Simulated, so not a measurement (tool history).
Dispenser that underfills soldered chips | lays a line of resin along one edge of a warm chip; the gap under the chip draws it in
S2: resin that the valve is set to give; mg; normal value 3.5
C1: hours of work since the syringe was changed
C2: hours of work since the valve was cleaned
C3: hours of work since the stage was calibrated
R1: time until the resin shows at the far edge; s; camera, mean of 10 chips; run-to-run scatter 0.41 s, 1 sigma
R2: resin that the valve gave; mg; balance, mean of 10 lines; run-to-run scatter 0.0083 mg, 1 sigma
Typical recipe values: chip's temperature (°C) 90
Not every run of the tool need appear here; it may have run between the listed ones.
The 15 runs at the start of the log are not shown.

{"run": 16, "hour": 89.6, "chip's temperature (°C)": 104, "S2": 3.93, "C1": 5, "C2": 34, "C3": 183, "R1": 24.2, "R2": 3.891}
{"hour": 91.1, "done": "new syringe of resin"}
{"run": 17, "hour": 96.5, "chip's temperature (°C)": 90, "S2": 3.5, "C1": 4, "C2": 39, "C3": 188, "R1": 33.7, "R2": 3.455}
{"hour": 100.1, "done": "new syringe of resin"}
{"run": 18, "hour": 102.5, "chip's temperature (°C)": 90, "S2": 3.5, "C1": 2, "C2": 43, "C3": 192, "R1": 28.5, "R2": 3.44}
{"hour": 108.8, "done": "new syringe of resin"}
{"run": 19, "hour": 108.8, "chip's temperature (°C)": 90, "S2": 4.28, "C1": 0, "C2": 47, "C3": 196, "R1": 24.9, "R2": 4.23}
{"run": 20, "hour": 114.7, "chip's temperature (°C)": 76, "S2": 4.13, "C1": 4, "C2": 52, "C3": 200, "R1": 54.2, "R2": 4.074}
{"hour": 116.9, "done": "dispensing valve cleaned and set on the balance"}
{"hour": 118.7, "done": "new syringe of resin"}
{"run": 21, "hour": 122.5, "chip's temperature (°C)": 76, "S2": 4.13, "C1": 3, "C2": 4, "C3": 205, "R1": 49, "R2": 4.138}
{"run": 22, "hour": 126.1, "chip's temperature (°C)": 102, "S2": 3.9, "C1": 5, "C2": 6, "C3": 208, "R1": 25.3, "R2": 3.887}
{"hour": 127.3, "done": "new syringe of resin"}
{"run": 23, "hour": 132.2, "chip's temperature (°C)": 78, "S2": 3.75, "C1": 4, "C2": 11, "C3": 212, "R1": 51.1, "R2": 3.739}
{"hour": 136.1, "done": "new syringe of resin"}
{"run": 24, "hour": 140.8, "chip's temperature (°C)": 95, "S2": 4.1, "C1": 3, "C2": 17, "C3": 218, "R1": 27.8, "R2": 4.081}
{"hour": 145.4, "done": "new syringe of resin"}
{"run": 25, "hour": 145.4, "chip's temperature (°C)": 95, "S2": 4.1, "C1": 0, "C2": 20, "C3": 221, "R1": 22.3, "R2": 4.097}
{"run": 26, "hour": 149.2, "chip's temperature (°C)": 95, "S2": 4.1, "C1": 3, "C2": 22, "C3": 224, "R1": 25.6, "R2": 4.05}
{"run": 27, "hour": 153.3, "chip's temperature (°C)": 95, "S2": 4.1, "C1": 6, "C2": 25, "C3": 227, "R1": 31.5, "R2": 4.075}
{"hour": 154.2, "done": "new syringe of resin"}
{"run": 28, "hour": 160.9, "chip's temperature (°C)": 95, "S2": 4.1, "C1": 5, "C2": 31, "C3": 232, "R1": 30.2, "R2": 4.07}
{"hour": 162.9, "done": "new syringe of resin"}
{"run": 29, "hour": 167.5, "chip's temperature (°C)": 95, "S2": 4.1, "C1": 3, "C2": 35, "C3": 236, "R1": 26.8, "R2": 4.045}
{"hour": 171.7, "done": "new syringe of resin"}
{"run": 30, "hour": 173.5, "chip's temperature (°C)": 100, "S2": 3.41, "C1": 1, "C2": 39, "C3": 241, "R1": 21.4, "R2": 3.37}
{"run": 31, "hour": 179.4, "chip's temperature (°C)": 91, "S2": 4.08, "C1": 6, "C2": 44, "C3": 245, "R1": 35, "R2": 4.015}
{"hour": 180.3, "done": "new syringe of resin"}
{"run": 32, "hour": 184.6, "chip's temperature (°C)": 93, "S2": 3.43, "C1": 3, "C2": 47, "C3": 248, "R1": 29.2, "R2": 3.388}
{"hour": 189.1, "done": "new syringe of resin"}
{"run": 33, "hour": 189.3, "chip's temperature (°C)": 93, "S2": 3.43, "C1": 0, "C2": 50, "C3": 252, "R1": 24.1, "R2": 3.379}
{"hour": 193.1, "done": "dispensing valve cleaned and set on the balance"}
{"hour": 198.8, "done": "new syringe of resin"}
{"run": 34, "hour": 199.1, "chip's temperature (°C)": 93, "S2": 3.43, "C1": 0, "C2": 4, "C3": 258, "R1": 23.5, "R2": 3.431}
{"run": 35, "hour": 203.1, "chip's temperature (°C)": 89, "S2": 4.18, "C1": 3, "C2": 7, "C3": 261, "R1": 31.2, "R2": 4.199}
{"hour": 207.7, "done": "new syringe of resin"}
{"run": 36, "hour": 208.6, "chip's temperature (°C)": 88, "S2": 4.09, "C1": 1, "C2": 11, "C3": 264, "R1": 28.5, "R2": 4.089}

Here are 3 independent what-if runs from the current tool condition. What would each one return?
{"hour": 216.3, "done": "new syringe of resin"}
{"run": "A", "hour": 216.5, "chip's temperature (°C)": 81, "S2": 4.02, "C1": 0, "C2": 16, "C3": 270, "R1": "?", "R2": "?"}
{"hour": 216.3, "done": "new syringe of resin"}
{"run": "B", "hour": 216.5, "chip's temperature (°C)": 94, "S2": 4.13, "C1": 0, "C2": 16, "C3": 270, "R1": "?", "R2": "?"}
{"hour": 216.3, "done": "new syringe of resin"}
{"run": "C", "hour": 216.5, "chip's temperature (°C)": 90, "S2": 3.96, "C1": 0, "C2": 16, "C3": 270, "R1": "?", "R2": "?"}

run=A R1=34.6 R2=4.033
run=B R1=22.5 R2=4.104
run=C R1=25.3 R2=3.945
Take away the tool's hidden state, keep each run's random variation, and the runs would have read:
run=A R1=36.2 R2=4.036
run=B R1=23.4 R2=4.107
run=C R1=26.4 R2=3.948
